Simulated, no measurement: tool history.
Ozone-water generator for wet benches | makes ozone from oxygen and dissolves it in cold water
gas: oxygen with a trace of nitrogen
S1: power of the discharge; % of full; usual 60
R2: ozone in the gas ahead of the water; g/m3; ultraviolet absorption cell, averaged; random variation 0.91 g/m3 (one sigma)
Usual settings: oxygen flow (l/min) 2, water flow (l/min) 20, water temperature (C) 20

{"run": 1, "hour": 0.0, "S1": 60, "oxygen flow (l/min)": 2, "water flow (l/min)": 20, "water temperature (C)": 20, "dissolved ozone (ppm)": 8.3, "R2": 139.9}
{"run": 2, "hour": 153.3, "S1": 48, "oxygen flow (l/min)": 2, "water flow (l/min)": 20, "water temperature (C)": 20, "dissolved ozone (ppm)": 7.3, "R2": 122.4}
{"run": 3, "hour": 327.2, "S1": 48, "oxygen flow (l/min)": 2, "water flow (l/min)": 20, "water temperature (C)": 20, "dissolved ozone (ppm)": 7.3, "R2": 122.4}
{"run": 4, "hour": 538.8, "S1": 48, "oxygen flow (l/min)": 2, "water flow (l/min)": 20, "water temperature (C)": 20, "dissolved ozone (ppm)": 7.5, "R2": 121.2}
{"run": 5, "hour": 675.4, "S1": 48, "oxygen flow (l/min)": 2, "water flow (l/min)": 20, "water temperature (C)": 20, "dissolved ozone (ppm)": 7.4, "R2": 120}
{"run": 6, "hour": 803.3, "S1": 60, "oxygen flow (l/min)": 2, "water flow (l/min)": 20, "water temperature (C)": 24, "dissolved ozone (ppm)": 8, "R2": 138.7}
{"run": 7, "hour": 995.0, "S1": 60, "oxygen flow (l/min)": 2, "water flow (l/min)": 20, "water temperature (C)": 20, "dissolved ozone (ppm)": 8.3, "R2": 136.8}
{"run": 8, "hour": 1109.3, "S1": 60, "oxygen flow (l/min)": 2, "water flow (l/min)": 20, "water temperature (C)": 20, "dissolved ozone (ppm)": 8, "R2": 137.4}
{"run": 9, "hour": 1258.8, "S1": 55, "oxygen flow (l/min)": 2, "water flow (l/min)": 20, "water temperature (C)": 20, "dissolved ozone (ppm)": 7.7, "R2": 129.1}
{"run": 10, "hour": 1433.9, "S1": 55, "oxygen flow (l/min)": 2, "water flow (l/min)": 20, "water temperature (C)": 20, "dissolved ozone (ppm)": 7.7, "R2": 129.4}
{"run": 11, "hour": 1547.1, "S1": 55, "oxygen flow (l/min)": 2, "water flow (l/min)": 20, "water temperature (C)": 20, "dissolved ozone (ppm)": 7.6, "R2": 129.4}
{"run": 12, "hour": 1736.6, "S1": 55, "oxygen flow (l/min)": 2, "water flow (l/min)": 20, "water temperature (C)": 20, "dissolved ozone (ppm)": 7.6, "R2": 128.2}
{"hour": 1753.8, "done": "contactor cleaned"}
{"run": 13, "hour": 1842.6, "S1": 55, "oxygen flow (l/min)": 2, "water flow (l/min)": 20, "water temperature (C)": 20, "dissolved ozone (ppm)": 7.8, "R2": 130}
{"run": 14, "hour": 1997.7, "S1": 55, "oxygen flow (l/min)": 2, "water flow (l/min)": 20, "water temperature (C)": 20, "dissolved ozone (ppm)": 7.6, "R2": 127}
{"run": 15, "hour": 2122.9, "S1": 68, "oxygen flow (l/min)": 2.64, "water flow (l/min)": 26, "water temperature (C)": 20, "dissolved ozone (ppm)": 6.5, "R2": 118.9}
{"run": 16, "hour": 2250.8, "S1": 58, "oxygen flow (l/min)": 3.26, "water flow (l/min)": 20, "water temperature (C)": 27, "dissolved ozone (ppm)": 7, "R2": 94.5}
{"hour": 2314.5, "done": "contactor cleaned, once more"}
{"run": 17, "hour": 2404.9, "S1": 61, "oxygen flow (l/min)": 2, "water flow (l/min)": 22, "water temperature (C)": 16, "dissolved ozone (ppm)": 7.6, "R2": 134.5}
{"run": 18, "hour": 2520.8, "S1": 50, "oxygen flow (l/min)": 2, "water flow (l/min)": 22, "water temperature (C)": 16, "dissolved ozone (ppm)": 6.8, "R2": 120.2}
{"run": 19, "hour": 2656.5, "S1": 79, "oxygen flow (l/min)": 1.88, "water flow (l/min)": 22, "water temperature (C)": 27, "dissolved ozone (ppm)": 8.1, "R2": 163.6}
{"run": 20, "hour": 2846.7, "S1": 94, "oxygen flow (l/min)": 3.59, "water flow (l/min)": 14, "water temperature (C)": 16, "dissolved ozone (ppm)": 14.6, "R2": 114.5}
{"run": 21, "hour": 3006.7, "S1": 93, "oxygen flow (l/min)": 2, "water flow (l/min)": 24, "water temperature (C)": 20, "dissolved ozone (ppm)": 8.5, "R2": 169.4}
{"run": 22, "hour": 3191.7, "S1": 93, "oxygen flow (l/min)": 2, "water flow (l/min)": 24, "water temperature (C)": 20, "dissolved ozone (ppm)": 8.4, "R2": 169.3}
{"run": 23, "hour": 3321.7, "S1": 93, "oxygen flow (l/min)": 2.59, "water flow (l/min)": 15, "water temperature (C)": 20, "dissolved ozone (ppm)": 13.2, "R2": 141.5}
{"run": 24, "hour": 3526.7, "S1": 41, "oxygen flow (l/min)": 2.59, "water flow (l/min)": 15, "water temperature (C)": 18, "dissolved ozone (ppm)": 8.8, "R2": 89.1}
{"run": 25, "hour": 3649.8, "S1": 56, "oxygen flow (l/min)": 3.31, "water flow (l/min)": 13, "water temperature (C)": 18, "dissolved ozone (ppm)": 11.1, "R2": 89.4}
{"run": 26, "hour": 3853.0, "S1": 60, "oxygen flow (l/min)": 2, "water flow (l/min)": 31, "water temperature (C)": 18, "dissolved ozone (ppm)": 4.7, "R2": 130.1}
{"run": 27, "hour": 3961.1, "S1": 60, "oxygen flow (l/min)": 2, "water flow (l/min)": 31, "water temperature (C)": 18, "dissolved ozone (ppm)": 4.9, "R2": 130.7}
{"run": 28, "hour": 4099.1, "S1": 60, "oxygen flow (l/min)": 2, "water flow (l/min)": 31, "water temperature (C)": 18, "dissolved ozone (ppm)": 5, "R2": 129.2}

Forecast each of these 5 alternatives for the next run:
{"run": "A", "hour": 4283.2, "S1": 68, "oxygen flow (l/min)": 2, "water flow (l/min)": 31, "water temperature (C)": 12, "dissolved ozone (ppm)": "?", "R2": "?"}
{"run": "B", "hour": 4283.2, "S1": 85, "oxygen flow (l/min)": 3.51, "water flow (l/min)": 18, "water temperature (C)": 20, "dissolved ozone (ppm)": "?", "R2": "?"}
{"run": "C", "hour": 4283.2, "S1": 60, "oxygen flow (l/min)": 2.28, "water flow (l/min)": 16, "water temperature (C)": 12, "dissolved ozone (ppm)": "?", "R2": "?"}
{"run": "D", "hour": 4283.2, "S1": 60, "oxygen flow (l/min)": 2, "water flow (l/min)": 31, "water temperature (C)": 18, "dissolved ozone (ppm)": "?", "R2": "?"}
{"run": "E", "hour": 4283.2, "S1": 58, "oxygen flow (l/min)": 2, "water flow (l/min)": 31, "water temperature (C)": 15, "dissolved ozone (ppm)": "?", "R2": "?"}

run=A dissolved_ozone_(ppm)=5.3 R2=138.2
run=B dissolved_ozone_(ppm)=10.4 R2=106.7
run=C dissolved_ozone_(ppm)=10.3 R2=119.2
run=D dissolved_ozone_(ppm)=4.7 R2=128.3
run=E dissolved_ozone_(ppm)=4.9 R2=126.5
Without the tool's hidden state the same runs would have given:
run=A dissolved_ozone_(ppm)=6.4 R2=166.3
run=B dissolved_ozone_(ppm)=13 R2=131.7
run=C dissolved_ozone_(ppm)=12.3 R2=141.4
run=D dissolved_ozone_(ppm)=5.7 R2=152.1
run=E dissolved_ozone_(ppm)=5.9 R2=149.3
